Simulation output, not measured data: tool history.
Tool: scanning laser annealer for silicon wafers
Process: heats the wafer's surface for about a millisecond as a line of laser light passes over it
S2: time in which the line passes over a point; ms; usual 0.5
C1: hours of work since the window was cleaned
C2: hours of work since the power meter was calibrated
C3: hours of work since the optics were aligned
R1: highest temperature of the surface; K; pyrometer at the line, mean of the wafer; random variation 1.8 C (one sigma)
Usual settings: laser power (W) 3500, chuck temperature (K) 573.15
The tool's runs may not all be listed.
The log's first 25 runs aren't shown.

run 26 hour=676 | laser_power_(W)=3500 S2=0.5 chuck_temperature_(K)=586.15 | C1=249 C2=1061 C3=1258 | R1=1323.15
run 27 hour=709.8 | laser_power_(W)=3500 S2=0.5 chuck_temperature_(K)=536.15 | C1=275 C2=1088 C3=1285 | R1=1275.15
run 28 hour=740.9 | laser_power_(W)=3500 S2=0.5 chuck_temperature_(K)=536.15 | C1=300 C2=1113 C3=1309 | R1=1272.15
run 29 hour=759 | laser_power_(W)=3211 S2=0.433 chuck_temperature_(K)=573.15 | C1=315 C2=1127 C3=1324 | R1=1196.15
-- hour=778.5 window over the wafer cleaned
run 30 hour=794.7 | laser_power_(W)=3211 S2=0.433 chuck_temperature_(K)=573.15 | C1=13 C2=1154 C3=1351 | R1=1211.15
run 31 hour=827 | laser_power_(W)=3211 S2=0.433 chuck_temperature_(K)=573.15 | C1=39 C2=1180 C3=1377 | R1=1211.15
run 32 hour=863.3 | laser_power_(W)=3485 S2=0.5 chuck_temperature_(K)=575.15 | C1=68 C2=1209 C3=1406 | R1=1319.15
run 33 hour=881.7 | laser_power_(W)=3754 S2=0.5 chuck_temperature_(K)=598.15 | C1=82 C2=1224 C3=1420 | R1=1396.15
run 34 hour=914.9 | laser_power_(W)=3436 S2=0.365 chuck_temperature_(K)=568.15 | C1=109 C2=1250 C3=1447 | R1=1181.15
run 35 hour=934.9 | laser_power_(W)=3436 S2=0.365 chuck_temperature_(K)=568.15 | C1=125 C2=1266 C3=1463 | R1=1181.15
run 36 hour=956.4 | laser_power_(W)=3436 S2=0.365 chuck_temperature_(K)=568.15 | C1=142 C2=1283 C3=1480 | R1=1182.15
run 37 hour=991.8 | laser_power_(W)=3436 S2=0.365 chuck_temperature_(K)=568.15 | C1=170 C2=1312 C3=1508 | R1=1178.15
run 38 hour=1015.9 | laser_power_(W)=3395 S2=0.487 chuck_temperature_(K)=536.15 | C1=190 C2=1331 C3=1527 | R1=1244.15
run 39 hour=1034.1 | laser_power_(W)=3300 S2=0.5 chuck_temperature_(K)=594.15 | C1=204 C2=1345 C3=1542 | R1=1292.15
run 40 hour=1061.3 | laser_power_(W)=3559 S2=0.52 chuck_temperature_(K)=564.15 | C1=226 C2=1367 C3=1564 | R1=1330.15

Forecast each of these 3 alternatives for the next run:
run A hour=1088 | laser_power_(W)=3559 S2=0.404 chuck_temperature_(K)=564.15 | C1=247 C2=1388 C3=1585 | R1=?
run B hour=1088 | laser_power_(W)=3521 S2=0.551 chuck_temperature_(K)=556.15 | C1=247 C2=1388 C3=1585 | R1=?
run C hour=1088 | laser_power_(W)=3107 S2=0.538 chuck_temperature_(K)=587.15 | C1=247 C2=1388 C3=1585 | R1=?

run=A R1=1225.15
run=B R1=1336.15
run=C R1=1271.15
Without the tool's hidden state the same runs would have given:
run=A R1=1254.15
run=B R1=1370.15
run=C R1=1301.15

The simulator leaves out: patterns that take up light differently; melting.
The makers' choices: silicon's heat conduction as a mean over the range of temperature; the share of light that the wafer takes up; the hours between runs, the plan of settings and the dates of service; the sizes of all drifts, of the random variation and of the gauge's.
